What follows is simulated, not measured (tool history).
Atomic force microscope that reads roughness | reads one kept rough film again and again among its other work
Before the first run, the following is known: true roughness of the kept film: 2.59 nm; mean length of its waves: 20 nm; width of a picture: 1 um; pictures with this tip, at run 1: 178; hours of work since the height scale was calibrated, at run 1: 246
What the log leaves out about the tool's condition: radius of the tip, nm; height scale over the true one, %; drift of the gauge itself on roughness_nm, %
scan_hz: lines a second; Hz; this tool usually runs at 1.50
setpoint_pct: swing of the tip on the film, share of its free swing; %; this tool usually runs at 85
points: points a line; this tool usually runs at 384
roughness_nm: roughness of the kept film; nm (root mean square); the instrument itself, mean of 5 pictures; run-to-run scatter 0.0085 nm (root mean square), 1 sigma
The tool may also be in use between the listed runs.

run	hour	scan_hz	setpoint_pct	points	pictures with this tip	hours of work since the height scale was calibrated	roughness_nm
1	0.0	1.50	85	384	178	246	1.355
2	11.6	0.84	85	384	196	253	1.368
3	23.8	0.84	85	384	214	261	1.337
4	34.4	0.84	85	384	230	268	1.280
# hour 39.7: new tip fitted
5	47.3	0.84	85	384	11	275	1.870
6	61.5	0.84	85	384	32	284	1.768
7	75.6	0.84	56	384	53	293	1.751
8	89.4	0.84	56	384	74	302	1.678
9	98.6	0.84	56	384	88	307	1.646
10	108.9	0.84	56	384	103	314	1.619
11	118.1	0.84	56	384	117	320	1.552
12	138.0	0.84	56	384	146	332	1.481
# hour 140.2: height scale calibrated on a step standard
13	158.8	0.84	56	384	176	12	1.401
14	179.6	1.50	85	518	207	25	1.246
15	192.9	1.34	89	384	227	33	1.190
# hour 200.6: new tip fitted
16	210.3	1.76	59	452	15	44	1.918
17	229.8	1.76	59	452	44	56	1.781
18	244.6	1.76	59	452	66	65	1.703
19	257.1	2.76	60	659	85	73	1.616
# hour 261.6: height scale calibrated on a step standard, once more
20	269.5	2.76	60	320	102	5	1.541
21	280.1	1.92	82	777	117	12	1.456
22	291.9	1.37	88	850	135	19	1.400

Run 23, settings as shown, results not yet in. Your forecast:
23	307.2	1.37	88	850	158	29	?

roughness_nm: 1.361 nm (root mean square)
With the hidden condition absent and the run-to-run variation left alone, this run would have shown roughness_nm 1.891 nm (root mean square).
